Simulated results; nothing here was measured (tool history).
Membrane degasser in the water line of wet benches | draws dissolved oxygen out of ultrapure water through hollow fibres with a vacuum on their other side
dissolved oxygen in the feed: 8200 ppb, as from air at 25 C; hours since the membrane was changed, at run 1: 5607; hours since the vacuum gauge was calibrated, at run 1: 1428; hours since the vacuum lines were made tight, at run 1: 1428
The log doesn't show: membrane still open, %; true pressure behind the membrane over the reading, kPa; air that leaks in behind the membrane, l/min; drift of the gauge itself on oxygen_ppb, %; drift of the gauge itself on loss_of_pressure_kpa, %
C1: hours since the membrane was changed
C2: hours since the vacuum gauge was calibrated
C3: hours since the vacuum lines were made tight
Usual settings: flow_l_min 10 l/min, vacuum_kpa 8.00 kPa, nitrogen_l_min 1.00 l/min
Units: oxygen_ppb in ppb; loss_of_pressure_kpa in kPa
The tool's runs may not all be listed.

run 1 hour=0.0 | flow_l_min=10 vacuum_kpa=8.00 nitrogen_l_min=1.00 | C1=5607 C2=1428 C3=1428 | oxygen_ppb=211.3 loss_of_pressure_kpa=31.96
run 2 hour=91.5 | flow_l_min=10 vacuum_kpa=8.00 nitrogen_l_min=1.00 | C1=5699 C2=1520 C3=1520 | oxygen_ppb=214.7 loss_of_pressure_kpa=32.21
run 3 hour=268.3 | flow_l_min=10 vacuum_kpa=8.00 nitrogen_l_min=1.00 | C1=5875 C2=1696 C3=1696 | oxygen_ppb=211.9 loss_of_pressure_kpa=31.99
run 4 hour=376.2 | flow_l_min=10 vacuum_kpa=8.00 nitrogen_l_min=1.00 | C1=5983 C2=1804 C3=1804 | oxygen_ppb=214.9 loss_of_pressure_kpa=32.32
run 5 hour=473.0 | flow_l_min=10 vacuum_kpa=8.00 nitrogen_l_min=1.00 | C1=6080 C2=1901 C3=1901 | oxygen_ppb=212.0 loss_of_pressure_kpa=32.12
run 6 hour=648.4 | flow_l_min=10 vacuum_kpa=8.00 nitrogen_l_min=1.00 | C1=6256 C2=2077 C3=2077 | oxygen_ppb=218.4 loss_of_pressure_kpa=32.32
run 7 hour=782.2 | flow_l_min=10 vacuum_kpa=8.00 nitrogen_l_min=2.42 | C1=6389 C2=2210 C3=2210 | oxygen_ppb=149.3 loss_of_pressure_kpa=32.16
run 8 hour=903.7 | flow_l_min=10 vacuum_kpa=8.00 nitrogen_l_min=2.42 | C1=6511 C2=2332 C3=2332 | oxygen_ppb=153.0 loss_of_pressure_kpa=32.18
run 9 hour=1052.9 | flow_l_min=10 vacuum_kpa=8.26 nitrogen_l_min=1.00 | C1=6660 C2=2481 C3=2481 | oxygen_ppb=220.8 loss_of_pressure_kpa=32.57
run 10 hour=1180.5 | flow_l_min=10 vacuum_kpa=8.26 nitrogen_l_min=1.00 | C1=6788 C2=2609 C3=2609 | oxygen_ppb=226.4 loss_of_pressure_kpa=32.46
run 11 hour=1266.4 | flow_l_min=10 vacuum_kpa=8.26 nitrogen_l_min=1.00 | C1=6873 C2=2695 C3=2695 | oxygen_ppb=222.0 loss_of_pressure_kpa=32.59
run 12 hour=1421.7 | flow_l_min=10 vacuum_kpa=8.26 nitrogen_l_min=1.00 | C1=7029 C2=2850 C3=2850 | oxygen_ppb=226.0 loss_of_pressure_kpa=32.10
run 13 hour=1611.2 | flow_l_min=10 vacuum_kpa=8.26 nitrogen_l_min=1.00 | C1=7218 C2=3039 C3=3039 | oxygen_ppb=224.6 loss_of_pressure_kpa=32.56
run 14 hour=1752.0 | flow_l_min=10 vacuum_kpa=8.26 nitrogen_l_min=1.00 | C1=7359 C2=3180 C3=3180 | oxygen_ppb=224.5 loss_of_pressure_kpa=32.69
-- hour=1855.4 vacuum gauge calibrated
run 15 hour=1901.9 | flow_l_min=10 vacuum_kpa=8.26 nitrogen_l_min=1.00 | C1=7508 C2=46 C3=3329 | oxygen_ppb=224.5 loss_of_pressure_kpa=32.75
run 16 hour=2087.9 | flow_l_min=10 vacuum_kpa=8.26 nitrogen_l_min=1.00 | C1=7695 C2=232 C3=3516 | oxygen_ppb=224.1 loss_of_pressure_kpa=32.50
run 17 hour=2187.8 | flow_l_min=7 vacuum_kpa=6.65 nitrogen_l_min=1.83 | C1=7794 C2=332 C3=3615 | oxygen_ppb=60.8 loss_of_pressure_kpa=22.70
run 18 hour=2277.8 | flow_l_min=10 vacuum_kpa=9.33 nitrogen_l_min=2.70 | C1=7884 C2=422 C3=3705 | oxygen_ppb=163.1 loss_of_pressure_kpa=32.42
run 19 hour=2361.9 | flow_l_min=14 vacuum_kpa=9.33 nitrogen_l_min=1.23 | C1=7968 C2=506 C3=3790 | oxygen_ppb=434.0 loss_of_pressure_kpa=45.28
run 20 hour=2485.0 | flow_l_min=14 vacuum_kpa=9.33 nitrogen_l_min=1.23 | C1=8092 C2=630 C3=3913 | oxygen_ppb=431.5 loss_of_pressure_kpa=45.57
run 21 hour=2604.1 | flow_l_min=10 vacuum_kpa=14.53 nitrogen_l_min=0.49 | C1=8211 C2=749 C3=4032 | oxygen_ppb=587.7 loss_of_pressure_kpa=32.59
run 22 hour=2752.9 | flow_l_min=11 vacuum_kpa=6.10 nitrogen_l_min=1.00 | C1=8360 C2=897 C3=4181 | oxygen_ppb=217.9 loss_of_pressure_kpa=35.84
run 23 hour=2927.3 | flow_l_min=10 vacuum_kpa=8.00 nitrogen_l_min=2.84 | C1=8534 C2=1072 C3=4355 | oxygen_ppb=146.1 loss_of_pressure_kpa=32.53
run 24 hour=3049.5 | flow_l_min=10 vacuum_kpa=8.00 nitrogen_l_min=2.84 | C1=8656 C2=1194 C3=4477 | oxygen_ppb=148.3 loss_of_pressure_kpa=32.57
run 25 hour=3215.8 | flow_l_min=11 vacuum_kpa=8.00 nitrogen_l_min=2.14 | C1=8822 C2=1360 C3=4643 | oxygen_ppb=205.0 loss_of_pressure_kpa=35.89
run 26 hour=3365.6 | flow_l_min=10 vacuum_kpa=8.00 nitrogen_l_min=0.84 | C1=8972 C2=1510 C3=4793 | oxygen_ppb=238.0 loss_of_pressure_kpa=32.69
run 27 hour=3472.1 | flow_l_min=10 vacuum_kpa=8.00 nitrogen_l_min=0.84 | C1=9079 C2=1617 C3=4900 | oxygen_ppb=245.7 loss_of_pressure_kpa=32.35
run 28 hour=3591.1 | flow_l_min=10 vacuum_kpa=8.00 nitrogen_l_min=0.45 | C1=9198 C2=1736 C3=5019 | oxygen_ppb=341.5 loss_of_pressure_kpa=32.67
run 29 hour=3673.3 | flow_l_min=10 vacuum_kpa=9.67 nitrogen_l_min=1.00 | C1=9280 C2=1818 C3=5101 | oxygen_ppb=261.2 loss_of_pressure_kpa=32.42
run 30 hour=3774.3 | flow_l_min=10 vacuum_kpa=12.15 nitrogen_l_min=1.16 | C1=9381 C2=1919 C3=5202 | oxygen_ppb=297.9 loss_of_pressure_kpa=32.67
run 31 hour=3868.3 | flow_l_min=10 vacuum_kpa=8.00 nitrogen_l_min=1.50 | C1=9475 C2=2013 C3=5296 | oxygen_ppb=190.3 loss_of_pressure_kpa=32.76
run 32 hour=3979.5 | flow_l_min=8 vacuum_kpa=7.21 nitrogen_l_min=1.50 | C1=9586 C2=2124 C3=5407 | oxygen_ppb=103.1 loss_of_pressure_kpa=26.35

4 ways to go on from here, each from the tool as it stands after run 32. What would each give?
run A hour=4114.1 | flow_l_min=12 vacuum_kpa=7.21 nitrogen_l_min=1.97 | C1=9721 C2=2259 C3=5542 | oxygen_ppb=? loss_of_pressure_kpa=?
run B hour=4114.1 | flow_l_min=15 vacuum_kpa=7.69 nitrogen_l_min=0.79 | C1=9721 C2=2259 C3=5542 | oxygen_ppb=? loss_of_pressure_kpa=?
run C hour=4114.1 | flow_l_min=6 vacuum_kpa=7.21 nitrogen_l_min=1.87 | C1=9721 C2=2259 C3=5542 | oxygen_ppb=? loss_of_pressure_kpa=?
run D hour=4114.1 | flow_l_min=8 vacuum_kpa=8.00 nitrogen_l_min=1.00 | C1=9721 C2=2259 C3=5542 | oxygen_ppb=? loss_of_pressure_kpa=?

run=A oxygen_ppb=254.5 loss_of_pressure_kpa=39.67
run=B oxygen_ppb=521.7 loss_of_pressure_kpa=49.30
run=C oxygen_ppb=49.7 loss_of_pressure_kpa=19.76
run=D oxygen_ppb=144.4 loss_of_pressure_kpa=26.24
Without the tool's hidden state the same runs would have given:
run=A oxygen_ppb=227.0 loss_of_pressure_kpa=38.39
run=B oxygen_ppb=478.9 loss_of_pressure_kpa=47.70
run=C oxygen_ppb=42.7 loss_of_pressure_kpa=19.12
run=D oxygen_ppb=128.6 loss_of_pressure_kpa=25.39

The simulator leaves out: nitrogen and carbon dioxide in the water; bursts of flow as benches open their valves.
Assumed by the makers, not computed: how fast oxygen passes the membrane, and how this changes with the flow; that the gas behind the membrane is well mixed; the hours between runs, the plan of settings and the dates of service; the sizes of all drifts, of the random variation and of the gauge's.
